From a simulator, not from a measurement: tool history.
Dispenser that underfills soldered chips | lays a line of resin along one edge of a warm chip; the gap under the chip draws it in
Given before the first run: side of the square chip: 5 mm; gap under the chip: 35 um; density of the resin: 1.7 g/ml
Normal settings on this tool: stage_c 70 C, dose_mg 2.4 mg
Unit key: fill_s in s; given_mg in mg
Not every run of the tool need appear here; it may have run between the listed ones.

{"run": 1, "hour": 0.0, "stage_c": 70, "dose_mg": 2.4, "fill_s": 25.7, "given_mg": 2.34}
{"run": 2, "hour": 4.5, "stage_c": 70, "dose_mg": 2.4, "fill_s": 19.8, "given_mg": 2.33}
{"run": 3, "hour": 8.1, "stage_c": 70, "dose_mg": 2.4, "fill_s": 22.9, "given_mg": 2.32}
{"run": 4, "hour": 11.0, "stage_c": 70, "dose_mg": 2.4, "fill_s": 26.1, "given_mg": 2.34}
{"run": 5, "hour": 15.9, "stage_c": 70, "dose_mg": 2.4, "fill_s": 19.4, "given_mg": 2.33}
{"run": 6, "hour": 21.9, "stage_c": 70, "dose_mg": 2.4, "fill_s": 24.2, "given_mg": 2.3}
{"run": 7, "hour": 25.0, "stage_c": 70, "dose_mg": 2.4, "fill_s": 26.4, "given_mg": 2.29}
{"run": 8, "hour": 31.2, "stage_c": 70, "dose_mg": 2.4, "fill_s": 20.5, "given_mg": 2.31}
{"run": 9, "hour": 33.8, "stage_c": 70, "dose_mg": 2.4, "fill_s": 23.4, "given_mg": 2.26}
{"run": 10, "hour": 39.7, "stage_c": 70, "dose_mg": 2.4, "fill_s": 18.4, "given_mg": 2.27}
{"run": 11, "hour": 43.8, "stage_c": 70, "dose_mg": 2.4, "fill_s": 21.8, "given_mg": 2.29}
{"run": 12, "hour": 47.6, "stage_c": 70, "dose_mg": 2.4, "fill_s": 24.8, "given_mg": 2.28}
{"run": 13, "hour": 54.1, "stage_c": 70, "dose_mg": 2.68, "fill_s": 19.9, "given_mg": 2.54}
{"run": 14, "hour": 57.4, "stage_c": 70, "dose_mg": 2.88, "fill_s": 22.1, "given_mg": 2.74}
{"run": 15, "hour": 62.3, "stage_c": 73, "dose_mg": 2.16, "fill_s": 24.7, "given_mg": 2.07}
{"run": 16, "hour": 67.9, "stage_c": 63, "dose_mg": 2.07, "fill_s": 26.9, "given_mg": 1.92}
{"run": 17, "hour": 70.5, "stage_c": 63, "dose_mg": 2.07, "fill_s": 29.5, "given_mg": 2}
{"run": 18, "hour": 76.6, "stage_c": 59, "dose_mg": 2.26, "fill_s": 25.6, "given_mg": 2.14}
{"run": 19, "hour": 80.1, "stage_c": 67, "dose_mg": 2.95, "fill_s": 22.6, "given_mg": 2.74}
{"run": 20, "hour": 85.6, "stage_c": 67, "dose_mg": 2.95, "fill_s": 27.1, "given_mg": 2.77}
{"run": 21, "hour": 90.6, "stage_c": 75, "dose_mg": 2.6, "fill_s": 16.1, "given_mg": 2.4}
{"run": 22, "hour": 96.7, "stage_c": 83, "dose_mg": 2.6, "fill_s": 16.7, "given_mg": 2.42}
{"run": 23, "hour": 103.7, "stage_c": 83, "dose_mg": 2.77, "fill_s": 12.9, "given_mg": 2.76}
{"run": 24, "hour": 107.4, "stage_c": 83, "dose_mg": 2.77, "fill_s": 14.4, "given_mg": 2.78}
{"run": 25, "hour": 110.8, "stage_c": 60, "dose_mg": 2.21, "fill_s": 33.5, "given_mg": 2.22}
{"run": 26, "hour": 115.3, "stage_c": 60, "dose_mg": 2.21, "fill_s": 26.1, "given_mg": 2.19}

Not shown here: 11 entries made in the log between runs. Locate each between two listed runs and compare the hidden state at the listed run before it with the hidden state at the listed run after it:
After run 1, before run 2: new syringe of resin (hour 1.7)
  resin's viscosity, % of fresh resin's: 146.7 -> 111.8; dose that the valve gives, % of what is set: 97.61 -> 97.38; true chip temperature over the reading, C: -0.33 -> -0.34
  measured less the result without the state, fill_s: +8.5 -> +2.3 s; given_mg: -0.06 -> -0.07 mg
After run 4, before run 5: new syringe of resin (hour 13.9)
  resin's viscosity, % of fresh resin's: 142 -> 107; dose that the valve gives, % of what is set: 97.03 -> 96.79; true chip temperature over the reading, C: -0.36 -> -0.37
  measured less the result without the state, fill_s: +7.8 -> +1.6 s; given_mg: -0.07 -> -0.08 mg
After run 7, before run 8: new syringe of resin (hour 26.6)
  resin's viscosity, % of fresh resin's: 150 -> 115; dose that the valve gives, % of what is set: 96.33 -> 96.01; true chip temperature over the reading, C: -0.4 -> -0.42
  measured less the result without the state, fill_s: +9.3 -> +2.9 s; given_mg: -0.09 -> -0.1 mg
After run 9, before run 10: new syringe of resin (hour 38.9)
  resin's viscosity, % of fresh resin's: 126.4 -> 102.2; dose that the valve gives, % of what is set: 95.86 -> 95.57; true chip temperature over the reading, C: -0.42 -> -0.44
  measured less the result without the state, fill_s: +5.2 -> +0.8 s; given_mg: -0.1 -> -0.11 mg
After run 12, before run 13: new syringe of resin (hour 51.6)
  resin's viscosity, % of fresh resin's: 136.8 -> 110.9; dose that the valve gives, % of what is set: 95.19 -> 94.86; true chip temperature over the reading, C: -0.46 -> -0.47
  measured less the result without the state, fill_s: +7.1 -> +2.3 s; given_mg: -0.11 -> -0.13 mg
After run 15, before run 16: new syringe of resin (hour 64.2)
  resin's viscosity, % of fresh resin's: 150 -> 115.1; dose that the valve gives, % of what is set: 94.41 -> 94.12; true chip temperature over the reading, C: -0.5 -> -0.51
  measured less the result without the state, fill_s: +8.8 -> +4.2 s; given_mg: -0.12 -> -0.13 mg
After run 17, before run 18: new syringe of resin (hour 76.6)
  resin's viscosity, % of fresh resin's: 126.7 -> 99.7; dose that the valve gives, % of what is set: 93.99 -> 93.69; true chip temperature over the reading, C: -0.52 -> -0.53
  measured less the result without the state, fill_s: +7 -> +0.7 s; given_mg: -0.12 -> -0.14 mg
After run 20, before run 21: new syringe of resin (hour 89)
  resin's viscosity, % of fresh resin's: 138.9 -> 106.7; dose that the valve gives, % of what is set: 93.24 -> 92.95; true chip temperature over the reading, C: -0.56 -> -0.57
  measured less the result without the state, fill_s: +8 -> +1.4 s; given_mg: -0.2 -> -0.18 mg
After run 22, before run 23: dispensing valve cleaned and set on the balance (hour 99.3); new syringe of resin (hour 102.3)
  resin's viscosity, % of fresh resin's: 133.5 -> 105; dose that the valve gives, % of what is set: 92.65 -> 99.8; true chip temperature over the reading, C: -0.58 -> -0.6
  measured less the result without the state, fill_s: +4.4 -> +0.8 s; given_mg: -0.2 -> +0 mg
After run 25, before run 26: new syringe of resin (hour 114.7)
  resin's viscosity, % of fresh resin's: 136.4 -> 103.4; dose that the valve gives, % of what is set: 99.42 -> 99.2; true chip temperature over the reading, C: -0.62 -> -0.63
  measured less the result without the state, fill_s: +9.6 -> +1.4 s; given_mg: -0.02 -> -0.02 mg

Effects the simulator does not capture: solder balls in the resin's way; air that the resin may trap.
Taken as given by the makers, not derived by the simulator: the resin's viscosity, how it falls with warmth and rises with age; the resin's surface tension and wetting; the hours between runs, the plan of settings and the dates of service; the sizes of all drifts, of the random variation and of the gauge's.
